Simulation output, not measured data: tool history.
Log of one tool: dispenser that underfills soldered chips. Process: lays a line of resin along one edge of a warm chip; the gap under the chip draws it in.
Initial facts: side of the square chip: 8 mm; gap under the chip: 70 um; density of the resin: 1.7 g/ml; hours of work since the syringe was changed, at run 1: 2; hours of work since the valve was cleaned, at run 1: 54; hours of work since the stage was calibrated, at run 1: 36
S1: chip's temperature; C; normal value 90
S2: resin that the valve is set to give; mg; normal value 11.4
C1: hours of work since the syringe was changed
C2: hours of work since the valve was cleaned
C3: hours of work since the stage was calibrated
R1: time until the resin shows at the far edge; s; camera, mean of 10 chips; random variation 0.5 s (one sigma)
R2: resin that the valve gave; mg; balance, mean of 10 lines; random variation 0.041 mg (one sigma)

run 1 hour=0.0 | S1=90 S2=11.4 | C1=2 C2=54 C3=36 | R1=47.8 R2=11.10
-- hour=2.8 dispensing valve cleaned and set on the balance
-- hour=8.6 new syringe of resin
run 2 hour=9.7 | S1=90 S2=11.4 | C1=1 C2=4 C3=42 | R1=43.4 R2=11.28
run 3 hour=18.6 | S1=90 S2=11.4 | C1=6 C2=10 C3=47 | R1=66.2 R2=11.40
-- hour=19.7 new syringe of resin
run 4 hour=28.1 | S1=90 S2=11.4 | C1=5 C2=15 C3=53 | R1=61.1 R2=11.26
-- hour=31.1 new syringe of resin
run 5 hour=37.4 | S1=90 S2=11.4 | C1=4 C2=21 C3=58 | R1=54.0 R2=11.32
-- hour=42.3 new syringe of resin
run 6 hour=44.2 | S1=90 S2=11.4 | C1=1 C2=25 C3=62 | R1=44.3 R2=11.24
run 7 hour=48.9 | S1=90 S2=11.4 | C1=4 C2=28 C3=65 | R1=56.2 R2=11.24
-- hour=53.4 new syringe of resin
run 8 hour=57.3 | S1=90 S2=11.4 | C1=2 C2=33 C3=70 | R1=49.3 R2=11.12
-- hour=64.9 new syringe of resin
run 9 hour=66.4 | S1=90 S2=11.4 | C1=1 C2=38 C3=75 | R1=43.2 R2=11.24
run 10 hour=70.5 | S1=90 S2=9.7 | C1=3 C2=41 C3=78 | R1=55.5 R2=9.54
run 11 hour=74.9 | S1=90 S2=13.6 | C1=6 C2=43 C3=81 | R1=64.8 R2=13.31
-- hour=75.9 new syringe of resin
run 12 hour=80.4 | S1=90 S2=13.6 | C1=3 C2=46 C3=84 | R1=49.5 R2=13.21
run 13 hour=86.1 | S1=90 S2=13.6 | C1=6 C2=50 C3=87 | R1=67.3 R2=13.19
-- hour=86.9 new syringe of resin
run 14 hour=91.5 | S1=90 S2=13.6 | C1=3 C2=53 C3=91 | R1=49.3 R2=13.25
-- hour=95.4 dispensing valve cleaned and set on the balance
run 15 hour=97.6 | S1=90 S2=13.6 | C1=6 C2=1 C3=94 | R1=64.5 R2=13.48
-- hour=98.9 new syringe of resin
run 16 hour=104.2 | S1=90 S2=13.6 | C1=3 C2=5 C3=98 | R1=51.6 R2=13.56
-- hour=110.1 new syringe of resin
run 17 hour=110.9 | S1=90 S2=13.6 | C1=0 C2=9 C3=102 | R1=41.2 R2=13.43
run 18 hour=118.6 | S1=90 S2=13.6 | C1=5 C2=14 C3=106 | R1=61.2 R2=13.49
-- hour=121.6 new syringe of resin
run 19 hour=127.4 | S1=93 S2=10.5 | C1=4 C2=19 C3=111 | R1=49.2 R2=10.43
run 20 hour=131.5 | S1=104 S2=11.4 | C1=6 C2=22 C3=114 | R1=42.5 R2=11.29
-- hour=132.6 new syringe of resin
run 21 hour=137.5 | S1=100 S2=13.7 | C1=3 C2=25 C3=117 | R1=37.4 R2=13.50
-- hour=144.0 new syringe of resin
run 22 hour=146.8 | S1=100 S2=13.7 | C1=2 C2=31 C3=123 | R1=32.8 R2=13.52
run 23 hour=153.6 | S1=100 S2=13.7 | C1=6 C2=35 C3=127 | R1=47.1 R2=13.40
-- hour=155.3 new syringe of resin
run 24 hour=163.5 | S1=82 S2=10.9 | C1=5 C2=41 C3=133 | R1=80.8 R2=10.60
-- hour=166.5 new syringe of resin
run 25 hour=172.9 | S1=82 S2=10.9 | C1=4 C2=46 C3=139 | R1=72.8 R2=10.60
-- hour=177.6 new syringe of resin
run 26 hour=179.0 | S1=82 S2=10.9 | C1=1 C2=50 C3=142 | R1=57.1 R2=10.66
run 27 hour=184.5 | S1=91 S2=13.5 | C1=4 C2=53 C3=146 | R1=55.0 R2=13.20
-- hour=188.4 dispensing valve cleaned and set on the balance
-- hour=190.1 new syringe of resin
run 28 hour=191.1 | S1=100 S2=13.5 | C1=1 C2=1 C3=149 | R1=30.3 R2=13.44
run 29 hour=199.3 | S1=88 S2=13.5 | C1=6 C2=7 C3=154 | R1=67.3 R2=13.46
-- hour=201.1 new syringe of resin
run 30 hour=205.5 | S1=92 S2=14.6 | C1=3 C2=10 C3=158 | R1=45.3 R2=14.60
-- hour=212.3 new syringe of resin
run 31 hour=213.9 | S1=92 S2=14.6 | C1=1 C2=15 C3=163 | R1=40.1 R2=14.49
run 32 hour=218.1 | S1=92 S2=14.6 | C1=4 C2=18 C3=165 | R1=50.3 R2=14.46
-- hour=223.9 new syringe of resin
run 33 hour=224.5 | S1=92 S2=14.4 | C1=0 C2=22 C3=169 | R1=38.6 R2=14.24
run 34 hour=228.5 | S1=90 S2=13.3 | C1=3 C2=24 C3=171 | R1=50.4 R2=13.11

Some steps in R1 between neighbouring runs. How much of each would the tool show without its hidden state too (settings, what came in, random variation), and how much is left for the hidden state, with any gauge scatter that isn't in both results?
What the log doesn't record here: resin's viscosity, % of fresh resin's; dose that the valve gives, % of what is set; true chip temperature over the reading, C; drift of the gauge itself on fill_s, %; drift of the gauge itself on given_mg, %.
Run 2 -> 3: no setting touched and nothing written in the log between the runs. R1 +22.8 s: hidden state +23.9, all else -1.1.
Run 17 -> 18: no setting touched and nothing written in the log between the runs. R1 +20.0 s: hidden state +19.9, all else +0.1.
Run 23 -> 24: S1 100 -> 82, S2 13.7 -> 10.9, new syringe of resin. R1 +33.7 s: hidden state +9.9, all else +23.8.
Run 27 -> 28: S1 91 -> 100, dispensing valve cleaned and set on the balance, new syringe of resin. R1 -24.7 s: hidden state -15.2, all else -9.5.
Run 28 -> 29: S1 100 -> 88. R1 +37.0 s: hidden state +24.0, all else +13.0.
